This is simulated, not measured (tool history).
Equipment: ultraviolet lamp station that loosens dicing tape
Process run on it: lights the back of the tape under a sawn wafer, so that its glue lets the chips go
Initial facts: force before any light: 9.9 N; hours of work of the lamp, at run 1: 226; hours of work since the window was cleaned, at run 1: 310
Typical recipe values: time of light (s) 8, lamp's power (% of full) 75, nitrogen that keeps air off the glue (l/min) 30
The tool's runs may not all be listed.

run,hour,time of light (s),lamp's power (% of full),nitrogen that keeps air off the glue (l/min),hours of work of the lamp,hours of work since the window was cleaned,force that peels the tape off (N),light that reached the tape (J/m2)
1,0,8,75,30,226,310,1.565,4600
2,9.9,8,75,30,233,318,1.583,4620
3,23,8,75,30,244,328,1.597,4560
4,31.4,9,75,30,250,335,1.322,5110
5,44.5,5,75,30,260,345,3.038,2830
6,56,8,75,30,269,354,1.617,4480
# hour 57.7: window cleaned of glue's vapour
7,69.8,8,75,30,280,10,1.771,4230
8,80.1,8,75,30,288,18,1.801,4150
9,94.6,8,75,30,299,29,1.891,4160
10,103.8,8,75,24,306,36,2.08,4100
# hour 117.2: window cleaned of glue's vapour, once more
11,119.6,8,75,12,318,2,2.3,5050
12,133.5,8,75,12,329,13,2.299,5050
13,146.3,15,87,17,339,23,0.394,10880
14,161.8,15,87,17,351,35,0.4,10890
15,176.7,15,65,17,363,46,0.758,8060
16,184.7,6,97,47,369,53,1.107,4820
17,194,8,68,45,376,60,1.308,4460
18,207.2,8,68,45,387,70,1.343,4440
19,214.2,13,62,53,392,76,0.516,6650
20,227.7,13,62,53,403,86,0.52,6590
21,240.6,13,95,46,413,96,0.236,10000
22,256.2,11,75,10,425,108,1.704,6600
23,264.7,11,75,10,432,115,1.674,6670
24,275.5,13,64,10,440,124,1.613,6680

Alternative continuations, all from the tool just after run 24; predict every row:
A,283.3,13,64,59,446,130,?,?
B,283.3,13,64,17,446,130,?,?
C,283.3,5,71,10,446,130,?,?
D,283.3,5,96,30,446,130,?,?
E,283.3,8,76,26,446,130,?,?

run,force that peels the tape off (N),light that reached the tape (J/m2)
A,0.466,6710
B,1.146,6680
C,4.681,2830
D,2.188,3830
E,1.548,4870
Without the tool's unlogged condition, the same runs would have read:
run,force that peels the tape off (N),light that reached the tape (J/m2)
A,0.374,7390
B,0.939,7370
C,4.326,3120
D,1.877,4220
E,1.294,5370
